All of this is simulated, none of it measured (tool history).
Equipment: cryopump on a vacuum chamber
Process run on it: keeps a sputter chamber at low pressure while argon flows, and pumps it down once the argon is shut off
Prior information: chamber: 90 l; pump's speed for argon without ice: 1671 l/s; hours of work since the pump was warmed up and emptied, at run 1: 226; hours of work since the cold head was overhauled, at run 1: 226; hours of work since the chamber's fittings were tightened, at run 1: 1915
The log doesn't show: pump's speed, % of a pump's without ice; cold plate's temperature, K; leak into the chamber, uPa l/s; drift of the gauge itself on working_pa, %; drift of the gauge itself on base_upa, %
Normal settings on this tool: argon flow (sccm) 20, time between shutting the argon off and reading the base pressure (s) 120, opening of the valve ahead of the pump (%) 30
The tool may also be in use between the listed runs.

run	hour	argon flow (sccm)	time between shutting the argon off and reading the base pressure (s)	opening of the valve ahead of the pump (%)	hours of work since the pump was warmed up and emptied	hours of work since the cold head was overhauled	hours of work since the chamber's fittings were tightened	pressure while argon flows (Pa)	pressure after the wait (uPa)
1	0	20	120	30	226	226	1915	0.0699	1.4
2	16	20	120	30	236	236	1925	0.069	1.44
3	30.4	20	120	30	245	245	1934	0.069	1.41
4	45.9	20	120	30	254	254	1944	0.07	1.49
5	64.4	20	120	30	266	266	1956	0.0686	1.46
6	76.9	20	120	30	274	274	1964	0.0698	1.4
7	87.1	20	221	30	280	280	1970	0.0702	1.29
8	103.2	20	120	30	291	291	1980	0.069	1.47
9	120.1	20	120	30	301	301	1991	0.069	1.48
10	135.8	20	120	30	311	311	2001	0.0713	1.47
11	146.3	20	120	30	318	318	2007	0.0692	1.46
12	157.6	20	120	30	325	325	2014	0.0698	1.49
13	170.6	20	120	30	333	333	2023	0.0692	1.54
14	186.4	20	120	30	343	343	2033	0.0702	1.54
15	200.7	20	120	30	352	352	2042	0.0706	1.47
16	216.8	20	120	30	362	362	2052	0.0698	1.49
17	232.6	20	120	30	372	372	2062	0.07	1.54
18	242.6	28	44	41	378	378	2068	0.0739	2.31
19	252.9	14	63	56	385	385	2075	0.0269	1.92
20	264.1	26	40	44	392	392	2082	0.0639	2.45
21	277.7	15	84	35	401	401	2090	0.0462	1.76
22	292.6	15	84	35	410	410	2100	0.0461	1.7
23	301.7	15	84	35	416	416	2105	0.0457	1.75
24	317.3	15	84	35	426	426	2115	0.0459	1.76
25	329.9	15	84	35	433	433	2123	0.046	1.74
26	340.9	10	210	30	440	440	2130	0.0351	1.4
27	362.4	10	210	30	454	454	2144	0.0352	1.43
28	372.7	10	210	30	460	460	2150	0.0357	1.41
29	384.9	10	210	30	468	468	2158	0.0345	1.4
30	404.3	20	128	17	480	480	2170	0.1229	1.59

Difference, measured minus no-hidden-state, one row per run. Run-to-run variation is common to both terms; the gauge's own scatter need not be:
run	pressure while argon flows (Pa)	pressure after the wait (uPa)
1	+0.0017	+0.79
2	+0.0018	+0.81
3	+0.0018	+0.81
4	+0.0019	+0.82
5	+0.002	+0.83
6	+0.0021	+0.82
7	+0.0021	+0.85
8	+0.0022	+0.82
9	+0.0023	+0.84
10	+0.0023	+0.86
11	+0.0023	+0.86
12	+0.0024	+0.87
13	+0.0025	+0.89
14	+0.0026	+0.9
15	+0.0026	+0.87
16	+0.0027	+0.9
17	+0.0028	+0.91
18	+0.004	+0.91
19	+0.002	+0.9
20	+0.0038	+0.93
21	+0.0023	+0.94
22	+0.0023	+0.92
23	+0.0024	+0.93
24	+0.0024	+0.95
25	+0.0025	+0.93
26	+0.0016	+0.96
27	+0.0017	+0.99
28	+0.0017	+0.97
29	+0.0018	+0.97
30	+0.0036	+1

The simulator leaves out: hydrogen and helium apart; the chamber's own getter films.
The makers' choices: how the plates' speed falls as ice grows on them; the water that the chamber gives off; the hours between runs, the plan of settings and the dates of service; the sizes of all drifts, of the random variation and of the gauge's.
